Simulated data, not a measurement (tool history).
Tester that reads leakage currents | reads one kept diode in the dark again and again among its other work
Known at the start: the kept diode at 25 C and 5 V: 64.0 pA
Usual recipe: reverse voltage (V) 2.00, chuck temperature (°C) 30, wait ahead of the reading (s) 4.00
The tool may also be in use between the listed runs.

run	hour	reverse voltage (V)	chuck temperature (°C)	wait ahead of the reading (s)	current that the tester gives (pA)
1	0.0	2.00	30	4.00	74.11
2	57.4	2.00	30	4.00	74.14
3	88.0	2.00	30	4.00	74.48
4	135.5	2.00	25	4.00	48.43
5	192.7	2.00	30	4.00	75.21
6	247.5	2.00	20	4.00	31.83
# hour 280.6: chuck's temperature calibrated
7	284.8	2.00	45	5.68	255.05
8	334.2	13.93	47	8.54	744.24
9	374.5	2.00	22	4.00	36.53
10	417.0	2.00	36	1.45	121.78

Below, some changes in current that the tester gives (pA) between adjacent runs. For each, the amount present without the hidden state too (settings, incoming material, random variation) and the amount remaining for the hidden state with gauge scatter not shared by both compared results:
The tool's hidden condition here consists of: stray current of the dirty probe card, pA a volt; current scale over the true one, %; true chuck temperature over the reading, C; drift of the gauge itself on leakage_pa, %.
Run 8 -> 9: reverse voltage (V) 13.93 -> 2.00, chuck temperature (°C) 47 -> 22, wait ahead of the reading (s) 8.54 -> 4.00. current that the tester gives (pA) -707.71: hidden state -34.77, all else -672.94.

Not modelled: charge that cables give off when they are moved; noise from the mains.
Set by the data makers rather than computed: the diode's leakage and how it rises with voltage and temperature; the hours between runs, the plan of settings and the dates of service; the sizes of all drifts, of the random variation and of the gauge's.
